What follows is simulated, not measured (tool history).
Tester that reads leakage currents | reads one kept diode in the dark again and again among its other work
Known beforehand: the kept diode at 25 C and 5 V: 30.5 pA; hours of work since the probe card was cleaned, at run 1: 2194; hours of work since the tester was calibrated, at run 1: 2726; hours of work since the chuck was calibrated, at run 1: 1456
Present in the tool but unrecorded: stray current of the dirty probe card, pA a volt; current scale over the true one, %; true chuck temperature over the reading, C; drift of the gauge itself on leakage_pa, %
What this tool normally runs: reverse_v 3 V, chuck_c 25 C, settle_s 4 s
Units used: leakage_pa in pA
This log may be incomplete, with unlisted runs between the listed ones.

| run | hour | reverse_v | chuck_c | settle_s | hours of work since the probe card was cleaned | hours of work since the tester was calibrated | hours of work since the chuck was calibrated | leakage_pa |
|---|---|---|---|---|---|---|---|---|
| 1 | 0 | 3 | 25 | 4 | 2194 | 2726 | 1456 | 22.85 |
| 2 | 52.7 | 3 | 25 | 4 | 2230 | 2762 | 1492 | 22.61 |
| 3 | 98.9 | 16.43 | 25 | 4 | 2262 | 2793 | 1523 | 63.12 |
| 4 | 160.4 | 16.43 | 25 | 4 | 2303 | 2835 | 1565 | 63 |
| 5 | 247.8 | 16.43 | 30 | 4 | 2363 | 2895 | 1625 | 97.73 |
| 6 | 342.4 | 3 | 25 | 4 | 2427 | 2959 | 1689 | 22.82 |
| 7 | 430.1 | 10.44 | 25 | 4 | 2487 | 3019 | 1749 | 48.25 |
| 8 | 532 | 10.44 | 25 | 4 | 2557 | 3088 | 1818 | 48.03 |
| 9 | 592.4 | 10.44 | 26 | 4 | 2598 | 3129 | 1859 | 52.55 |
| 10 | 676 | 3 | 25 | 4 | 2655 | 3186 | 1916 | 22.71 |
| 11 | 764 | 7.51 | 25 | 4 | 2715 | 3246 | 1976 | 39.49 |
| 12 | 829.2 | 7.51 | 25 | 4 | 2759 | 3291 | 2021 | 39.61 |
| 13 | 894.1 | 3 | 25 | 0.68 | 2803 | 3335 | 2065 | 23.71 |
| 14 | 938 | 3 | 25 | 0.68 | 2833 | 3365 | 2095 | 23.63 |
| 15 | 1007.1 | 3 | 25 | 0.68 | 2880 | 3412 | 2142 | 23.7 |
| 16 | 1067.2 | 3 | 53 | 4 | 2921 | 3453 | 2183 | 224.24 |
| 17 | 1111.3 | 1.49 | 46 | 4 | 2951 | 3483 | 2213 | 86.74 |
| 18 | 1157.6 | 1.49 | 46 | 4 | 2983 | 3514 | 2244 | 86.21 |
|  | 1196.4 | chuck's temperature calibrated |
| 19 | 1212.2 | 9.55 | 20 | 0.83 | 3018 | 3550 | 11 | 31.54 |
| 20 | 1257.4 | 1.98 | 25 | 3.15 | 3049 | 3581 | 42 | 17.74 |
|  | 1334.9 | probe card cleaned and baked |
| 21 | 1335 | 13.55 | 25 | 4 | 0 | 3632 | 92 | 56.57 |
| 22 | 1404 | 3 | 26 | 4 | 47 | 3679 | 139 | 24.95 |
| 23 | 1465.7 | 3.18 | 25 | 2.51 | 89 | 3721 | 181 | 23.69 |
| 24 | 1562.2 | 3.74 | 34 | 1.26 | 155 | 3786 | 247 | 57.3 |
| 25 | 1656.5 | 3.74 | 25 | 0.61 | 219 | 3850 | 311 | 27.33 |

Results per run with the tool's hidden condition removed, run-to-run variation unchanged:
| run | leakage_pa |
|---|---|
| 1 | 22.83 |
| 2 | 22.59 |
| 3 | 63.04 |
| 4 | 62.92 |
| 5 | 97.63 |
| 6 | 22.8 |
| 7 | 48.19 |
| 8 | 47.97 |
| 9 | 52.49 |
| 10 | 22.68 |
| 11 | 39.44 |
| 12 | 39.55 |
| 13 | 23.68 |
| 14 | 23.6 |
| 15 | 23.67 |
| 16 | 224.12 |
| 17 | 86.69 |
| 18 | 86.16 |
| 19 | 31.49 |
| 20 | 17.73 |
| 21 | 56.57 |
| 22 | 24.95 |
| 23 | 23.69 |
| 24 | 57.29 |
| 25 | 27.33 |

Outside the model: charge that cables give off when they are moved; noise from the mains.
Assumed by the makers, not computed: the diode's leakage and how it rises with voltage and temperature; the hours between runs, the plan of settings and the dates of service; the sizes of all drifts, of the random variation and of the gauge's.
